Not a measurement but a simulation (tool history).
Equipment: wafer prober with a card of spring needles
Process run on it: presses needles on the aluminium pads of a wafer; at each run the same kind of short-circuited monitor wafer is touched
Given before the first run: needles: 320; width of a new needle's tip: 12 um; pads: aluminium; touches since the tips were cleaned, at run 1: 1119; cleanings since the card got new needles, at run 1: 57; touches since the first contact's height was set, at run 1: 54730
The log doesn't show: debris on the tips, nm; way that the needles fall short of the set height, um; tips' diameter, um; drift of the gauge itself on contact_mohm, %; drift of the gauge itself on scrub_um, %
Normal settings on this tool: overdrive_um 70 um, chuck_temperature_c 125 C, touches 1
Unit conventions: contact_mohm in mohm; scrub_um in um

run   hour  overdrive_um  chuck_temperature_c  touches  touches since the tips were cleaned  cleanings since the card got new needles  touches since the first contact's height was set  contact_mohm  scrub_um
  1    0.0            70                  125        1                                 1119                                        57                                             54730           337     12.75
      10.2  -- tips cleaned on abrasive film
      22.7  -- tips cleaned on abrasive film
      35.2  -- tips cleaned on abrasive film
  2   38.3            70                  125        1                                 1441                                        60                                             72230           355     12.99
      47.8  -- tips cleaned on abrasive film
      59.8  -- tips cleaned on abrasive film
  3   59.8            70                  125        1                                    0                                        62                                             82041           241     12.86
      70.1  -- tips cleaned on abrasive film
      82.0  -- tips cleaned on abrasive film
      93.7  -- tips cleaned on abrasive film
  4   97.9            70                  125        1                                 1907                                        65                                             99410           411     12.69
     105.6  -- tips cleaned on abrasive film
     115.8  -- tips cleaned on abrasive film
  5  117.4            70                  125        1                                  738                                        67                                            108306           302     12.74
     127.0  -- tips cleaned on abrasive film
     139.6  -- tips cleaned on abrasive film
  6  143.9            70                  125        1                                 2000                                        69                                            120434           403     12.65
     151.1  -- tips cleaned on abrasive film
     163.6  -- tips cleaned on abrasive film
     175.4  -- tips cleaned on abrasive film
  7  175.4            70                   58        1                                    0                                        72                                            134774           223     12.79
     187.3  -- tips cleaned on abrasive film
     199.6  -- tips cleaned on abrasive film
     211.0  -- tips cleaned on abrasive film
  8  211.0            70                   30        1                                    0                                        75                                            151028           210     12.68
     223.7  -- tips cleaned on abrasive film
     235.6  -- tips cleaned on abrasive film
  9  238.7            75                   73        1                                 1469                                        77                                            163706           362     13.33
     246.4  -- tips cleaned on abrasive film
     258.7  -- tips cleaned on abrasive film
     269.0  -- tips cleaned on abrasive film
 10  270.5            68                   97        1                                  710                                        80                                            178183           332     12.30
     280.4  -- tips cleaned on abrasive film
     293.1  -- tips cleaned on abrasive film
     305.1  -- tips cleaned on abrasive film
 11  311.5            68                   97        1                                 2916                                        83                                            196904           497     12.29
     316.5  -- tips cleaned on abrasive film
     328.4  -- tips cleaned on abrasive film
 12  338.3            68                   97        1                                 4552                                        85                                            209175           540     12.17
     341.0  -- tips cleaned on abrasive film
     351.2  -- tips cleaned on abrasive film
     363.3  -- tips cleaned on abrasive film
     375.9  -- tips cleaned on abrasive film
 13  381.9            68                   97        1                                 2746                                        89                                            229031           498     11.92
     386.9  -- tips cleaned on abrasive film
     398.6  -- tips cleaned on abrasive film
     403.9  -- height of the first contact set anew
     409.1  -- tips cleaned on abrasive film
     420.4  -- tips cleaned on abrasive film
 14  420.4            53                   57        1                                    0                                        93                                              7498           252      9.87
     433.1  -- tips cleaned on abrasive film
     443.3  -- tips cleaned on abrasive film
 15  448.0            53                   57        1                                 2170                                        95                                             20113           600     10.04

Same runs, no hidden state in the tool, same run-to-run variation:
run  contact_mohm  scrub_um
  1           219     13.00
  2           215     13.32
  3           218     13.23
  4           218     13.11
  5           214     13.22
  6           219     13.18
  7           202     13.39
  8           191     13.34
  9           202     14.02
 10           211     13.08
 11           211     13.14
 12           210     13.06
 13           211     12.89
 14           208      9.92
 15           208     10.14
